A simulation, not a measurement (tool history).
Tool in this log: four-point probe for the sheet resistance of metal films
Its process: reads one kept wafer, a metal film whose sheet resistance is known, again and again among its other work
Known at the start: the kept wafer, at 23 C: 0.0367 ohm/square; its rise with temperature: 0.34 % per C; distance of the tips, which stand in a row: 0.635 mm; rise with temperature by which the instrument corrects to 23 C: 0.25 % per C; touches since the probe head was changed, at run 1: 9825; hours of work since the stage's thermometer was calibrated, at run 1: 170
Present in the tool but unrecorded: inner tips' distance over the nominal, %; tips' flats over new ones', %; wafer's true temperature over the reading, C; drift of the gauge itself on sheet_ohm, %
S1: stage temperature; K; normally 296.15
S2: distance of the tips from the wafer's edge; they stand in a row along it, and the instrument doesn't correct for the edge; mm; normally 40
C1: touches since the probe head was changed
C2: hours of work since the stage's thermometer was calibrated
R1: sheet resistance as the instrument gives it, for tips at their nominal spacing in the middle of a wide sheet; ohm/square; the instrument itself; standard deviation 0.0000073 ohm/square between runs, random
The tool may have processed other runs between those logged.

run	hour	S1	S2	C1	C2	R1
1	0	296.15	40	9825	170	0.036567
2	10	296.15	40	10114	175	0.036564
3	18.6	296.15	40	10365	179	0.03656
4	28.7	296.15	40	10657	184	0.036547
5	37.7	296.15	37	10917	188	0.036558
6	47.3	296.15	40	11197	192	0.036556
7	59.3	293.15	40	11543	198	0.036451
8	68.4	296.15	40	11806	202	0.036544
9	80.9	302.15	40	12170	208	0.036722
10	93.2	296.15	40	12527	214	0.036538
11	104.9	296.15	40	12866	219	0.036539
12	115.2	301.15	40	13165	224	0.036687
13	128.6	307.15	40	13553	230	0.036865
14	145.5	296.15	3	14042	238	0.037395
15	155	296.15	17	14317	242	0.036541
16	172	296.15	18	14811	250	0.036545
17	187.9	296.15	46	15272	258	0.036522
18	204.9	296.15	40	15766	266	0.036514
19	219.1	298.15	48	16177	272	0.03657
20	227.4	304.15	9	16417	276	0.036846
21	240.1	298.15	4	16784	282	0.03704
22	252.8	306.15	28	17152	288	0.036821
23	260.4	307.15	24	17372	292	0.036852
24	277.9	294.15	27	17880	300	0.036433
25	285.9	291.15	49	18113	304	0.036339
26	294.7	291.15	49	18367	308	0.036319
27	303.4	291.15	49	18620	312	0.036326
28	317.2	298.15	63	19021	318	0.036563
29	335.2	296.15	40	19541	326	0.036467
30	347.6	301.15	39	19901	332	0.036635
31	365.1	299.15	22	20409	340	0.036564
32	382	304.15	7	20898	348	0.036871
33	390.4	303.15	26	21144	352	0.036693
34	400.4	302.15	40	21432	357	0.036651
35	411.1	302.15	40	21742	362	0.036652

Each row is a separate what-if for the run after 35, all from the same tool condition, not one after another. Results?
A	422.7	302.15	40	22080	367	?
B	422.7	300.15	13	22080	367	?
C	422.7	294.15	19	22080	367	?
D	422.7	301.15	18	22080	367	?

run	R1
A	0.036639
B	0.036629
C	0.036402
D	0.036633
With the hidden condition removed and each run's random variation left untouched, the same runs would have given:
run	R1
A	0.03689
B	0.03688
C	0.036651
D	0.036884
